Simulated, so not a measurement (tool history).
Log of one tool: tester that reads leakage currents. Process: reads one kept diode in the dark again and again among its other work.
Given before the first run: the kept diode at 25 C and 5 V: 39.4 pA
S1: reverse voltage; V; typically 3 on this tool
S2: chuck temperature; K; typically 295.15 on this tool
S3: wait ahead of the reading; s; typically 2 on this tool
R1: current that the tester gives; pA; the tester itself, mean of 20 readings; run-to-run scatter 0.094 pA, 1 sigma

run    hour     S1      S2    S3      R1
  1       0      3  295.15     2   38.77
      107.5  -- chuck's temperature calibrated
  2   110.8   1.12  295.15     2   21.38
  3   232.9   2.15  295.15     2   29.85
  4   314.5      3  295.15     2   35.63
  5   430.8      3  295.15     2   36.27
  6   494.3      3  295.15     2   36.73
  7   580.4      3  295.15  3.77   36.88
  8   724.6      3  295.15  3.77   37.58
  9   848.3      3  295.15  3.61   38.57
      897.7  -- probe card cleaned and baked
 10   941.8      3  295.15  3.61   29.38
 11  1045.5      3  295.15     2   30.45
 12  1117.6      3  295.15     2   30.91
 13  1231.1   1.42  328.15     2  251.02
 14    1343   1.23  295.15  3.92   22.83
     1353.1  -- chuck's temperature calibrated
 15  1422.6   1.75  320.15  1.83  141.62
 16    1487   1.25  314.15  2.39   83.01
 17    1563   8.78  298.15  2.39   55.09
 18    1690      3  317.15  2.24  145.16
 19  1763.9      3  314.15  0.75  119.57
 20  1911.3   2.19  302.15  0.51   46.62
 21  2037.1  13.81  305.15  0.51  128.41
 22  2122.9   1.03  305.15  0.51    44.4

Expected results for the next run?
 23  2217.7  1.03  305.15  0.51   ?

{"run 23": {"R1": 44.94}}
On a tool with no hidden condition, and with the same random variation, this run would have come out at R1 39.07 pA.
